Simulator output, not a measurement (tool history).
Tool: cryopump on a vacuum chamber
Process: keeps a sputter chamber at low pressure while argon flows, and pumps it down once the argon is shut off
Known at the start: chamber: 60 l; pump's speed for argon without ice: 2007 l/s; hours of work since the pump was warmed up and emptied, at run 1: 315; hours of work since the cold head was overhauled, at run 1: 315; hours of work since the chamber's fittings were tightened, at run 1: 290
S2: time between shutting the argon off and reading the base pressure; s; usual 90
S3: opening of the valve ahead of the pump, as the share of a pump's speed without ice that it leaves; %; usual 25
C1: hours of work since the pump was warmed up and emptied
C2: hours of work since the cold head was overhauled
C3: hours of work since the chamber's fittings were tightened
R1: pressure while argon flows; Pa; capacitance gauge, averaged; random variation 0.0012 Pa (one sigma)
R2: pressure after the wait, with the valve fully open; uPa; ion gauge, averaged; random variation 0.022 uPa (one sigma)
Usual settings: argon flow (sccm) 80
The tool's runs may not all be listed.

run 1 hour=0 | argon_flow_(sccm)=80 S2=90 S3=25 | C1=315 C2=315 C3=290 | R1=0.2765 R2=0.87
run 2 hour=11.9 | argon_flow_(sccm)=80 S2=90 S3=25 | C1=322 C2=322 C3=297 | R1=0.2761 R2=0.9
run 3 hour=30.2 | argon_flow_(sccm)=80 S2=236 S3=25 | C1=333 C2=333 C3=308 | R1=0.2782 R2=0.59
run 4 hour=48.3 | argon_flow_(sccm)=51 S2=90 S3=25 | C1=343 C2=343 C3=318 | R1=0.1774 R2=0.94
run 5 hour=64.1 | argon_flow_(sccm)=51 S2=90 S3=25 | C1=353 C2=353 C3=328 | R1=0.177 R2=0.88
run 6 hour=79.1 | argon_flow_(sccm)=51 S2=90 S3=25 | C1=362 C2=362 C3=337 | R1=0.177 R2=0.94
run 7 hour=93.5 | argon_flow_(sccm)=51 S2=90 S3=25 | C1=370 C2=370 C3=345 | R1=0.179 R2=0.97
run 8 hour=102.7 | argon_flow_(sccm)=80 S2=90 S3=25 | C1=376 C2=376 C3=351 | R1=0.2774 R2=0.97
run 9 hour=114.4 | argon_flow_(sccm)=153 S2=90 S3=25 | C1=382 C2=382 C3=358 | R1=0.5309 R2=0.95
run 10 hour=127.5 | argon_flow_(sccm)=153 S2=90 S3=25 | C1=390 C2=390 C3=365 | R1=0.5299 R2=0.98
run 11 hour=145.3 | argon_flow_(sccm)=80 S2=90 S3=25 | C1=401 C2=401 C3=376 | R1=0.2785 R2=1.01
run 12 hour=163.6 | argon_flow_(sccm)=80 S2=90 S3=25 | C1=412 C2=412 C3=387 | R1=0.2782 R2=0.98
run 13 hour=175.6 | argon_flow_(sccm)=80 S2=90 S3=25 | C1=419 C2=419 C3=394 | R1=0.2775 R2=1.01
run 14 hour=188.9 | argon_flow_(sccm)=80 S2=72 S3=25 | C1=427 C2=427 C3=402 | R1=0.2819 R2=1.11
run 15 hour=204.1 | argon_flow_(sccm)=80 S2=72 S3=25 | C1=436 C2=436 C3=411 | R1=0.2793 R2=1.09
run 16 hour=219.1 | argon_flow_(sccm)=80 S2=72 S3=25 | C1=444 C2=444 C3=419 | R1=0.2798 R2=1.19
run 17 hour=231.3 | argon_flow_(sccm)=80 S2=72 S3=25 | C1=452 C2=452 C3=427 | R1=0.2819 R2=1.19
run 18 hour=241.1 | argon_flow_(sccm)=80 S2=90 S3=25 | C1=457 C2=457 C3=432 | R1=0.2777 R2=1.07
run 19 hour=251.7 | argon_flow_(sccm)=80 S2=90 S3=25 | C1=464 C2=464 C3=439 | R1=0.2797 R2=1.09
run 20 hour=266.1 | argon_flow_(sccm)=80 S2=95 S3=20 | C1=472 C2=472 C3=447 | R1=0.3495 R2=1.05
run 21 hour=282.4 | argon_flow_(sccm)=80 S2=42 S3=24 | C1=482 C2=482 C3=457 | R1=0.291 R2=1.64
run 22 hour=298.3 | argon_flow_(sccm)=80 S2=49 S3=24 | C1=491 C2=491 C3=466 | R1=0.2914 R2=1.51
run 23 hour=311.3 | argon_flow_(sccm)=80 S2=49 S3=24 | C1=499 C2=499 C3=474 | R1=0.2928 R2=1.44
run 24 hour=322.9 | argon_flow_(sccm)=80 S2=49 S3=24 | C1=506 C2=506 C3=481 | R1=0.2906 R2=1.5
run 25 hour=341.4 | argon_flow_(sccm)=60 S2=49 S3=24 | C1=517 C2=517 C3=492 | R1=0.2223 R2=1.5
run 26 hour=353.4 | argon_flow_(sccm)=80 S2=90 S3=47 | C1=524 C2=524 C3=499 | R1=0.1565 R2=1.11
run 27 hour=368.9 | argon_flow_(sccm)=118 S2=44 S3=16 | C1=533 C2=533 C3=508 | R1=0.6413 R2=1.71
run 28 hour=384.7 | argon_flow_(sccm)=80 S2=66 S3=25 | C1=542 C2=542 C3=517 | R1=0.2807 R2=1.3
run 29 hour=398.9 | argon_flow_(sccm)=80 S2=66 S3=25 | C1=551 C2=551 C3=526 | R1=0.2857 R2=1.34
run 30 hour=408.3 | argon_flow_(sccm)=111 S2=26 S3=31 | C1=556 C2=556 C3=531 | R1=0.32 R2=2.31
run 31 hour=422.3 | argon_flow_(sccm)=67 S2=90 S3=20 | C1=565 C2=565 C3=540 | R1=0.2942 R2=1.19
run 32 hour=436.9 | argon_flow_(sccm)=115 S2=247 S3=50 | C1=573 C2=573 C3=548 | R1=0.213 R2=0.91
run 33 hour=451.2 | argon_flow_(sccm)=98 S2=72 S3=22 | C1=582 C2=582 C3=557 | R1=0.3926 R2=1.38
run 34 hour=459.7 | argon_flow_(sccm)=120 S2=72 S3=19 | C1=587 C2=587 C3=562 | R1=0.5601 R2=1.31
run 35 hour=476.5 | argon_flow_(sccm)=120 S2=72 S3=19 | C1=597 C2=597 C3=572 | R1=0.5555 R2=1.4

Forecast each of these 3 alternatives for the next run:
run A hour=488.6 | argon_flow_(sccm)=55 S2=90 S3=25 | C1=604 C2=604 C3=579 | R1=? R2=?
run B hour=488.6 | argon_flow_(sccm)=85 S2=97 S3=33 | C1=604 C2=604 C3=579 | R1=? R2=?
run C hour=488.6 | argon_flow_(sccm)=80 S2=59 S3=25 | C1=604 C2=604 C3=579 | R1=? R2=?

run=A R1=0.1972 R2=1.26
run=B R1=0.2326 R2=1.22
run=C R1=0.2824 R2=1.55
Without the tool's hidden state the same runs would have given:
run=A R1=0.187 R2=0.62
run=B R1=0.2171 R2=0.58
run=C R1=0.2679 R2=0.9
